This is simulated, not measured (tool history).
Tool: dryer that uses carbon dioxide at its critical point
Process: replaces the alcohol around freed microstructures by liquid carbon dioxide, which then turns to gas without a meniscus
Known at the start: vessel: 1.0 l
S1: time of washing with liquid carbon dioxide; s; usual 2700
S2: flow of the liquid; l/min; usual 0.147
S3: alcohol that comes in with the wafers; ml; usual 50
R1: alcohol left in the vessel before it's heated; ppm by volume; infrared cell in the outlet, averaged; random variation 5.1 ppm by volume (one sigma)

run 1 hour=0 | S1=2700 S2=0.147 S3=50 | R1=133
run 2 hour=29.4 | S1=2700 S2=0.137 S3=50 | R1=197
run 3 hour=67.6 | S1=2700 S2=0.132 S3=50 | R1=237
run 4 hour=105.7 | S1=2700 S2=0.132 S3=97 | R1=439
run 5 hour=126.9 | S1=2700 S2=0.132 S3=97 | R1=450
run 6 hour=162 | S1=2460 S2=0.147 S3=50 | R1=234
run 7 hour=191.1 | S1=2460 S2=0.147 S3=50 | R1=233
-- hour=195.6 inlet filter changed
run 8 hour=224.8 | S1=2460 S2=0.147 S3=50 | R1=160
run 9 hour=246.2 | S1=2460 S2=0.147 S3=23 | R1=85
run 10 hour=279.6 | S1=1740 S2=0.147 S3=50 | R1=790
run 11 hour=323.2 | S1=1740 S2=0.147 S3=50 | R1=800
run 12 hour=369.3 | S1=1740 S2=0.147 S3=50 | R1=824
run 13 hour=414.5 | S1=1740 S2=0.147 S3=50 | R1=813
run 14 hour=455.8 | S1=1740 S2=0.147 S3=50 | R1=805
run 15 hour=496.3 | S1=1740 S2=0.147 S3=50 | R1=833
run 16 hour=525.8 | S1=3480 S2=0.147 S3=66 | R1=33
run 17 hour=548.8 | S1=3480 S2=0.147 S3=66 | R1=48
run 18 hour=594 | S1=2700 S2=0.127 S3=98 | R1=414
run 19 hour=622.3 | S1=2100 S2=0.126 S3=20 | R1=312
run 20 hour=659.8 | S1=2940 S2=0.126 S3=20 | R1=85
run 21 hour=694.4 | S1=3420 S2=0.122 S3=20 | R1=44
run 22 hour=732.4 | S1=3420 S2=0.089 S3=20 | R1=167
run 23 hour=776.6 | S1=3480 S2=0.185 S3=50 | R1=26
run 24 hour=813.4 | S1=2280 S2=0.118 S3=29 | R1=419
run 25 hour=840 | S1=2280 S2=0.118 S3=29 | R1=406
run 26 hour=868.7 | S1=2280 S2=0.118 S3=29 | R1=416
run 27 hour=895.4 | S1=2280 S2=0.118 S3=29 | R1=428

4 ways to go on from here, each from the tool as it stands after run 27. What would each give?
run A hour=938.1 | S1=2040 S2=0.128 S3=26 | R1=?
run B hour=938.1 | S1=2700 S2=0.151 S3=50 | R1=?
run C hour=938.1 | S1=2700 S2=0.226 S3=89 | R1=?
run D hour=938.1 | S1=1860 S2=0.147 S3=24 | R1=?

run=A R1=455
run=B R1=123
run=C R1=41
run=D R1=361
Without the tool's hidden state the same runs would have given:
run=A R1=359
run=B R1=75
run=C R1=11
run=D R1=276
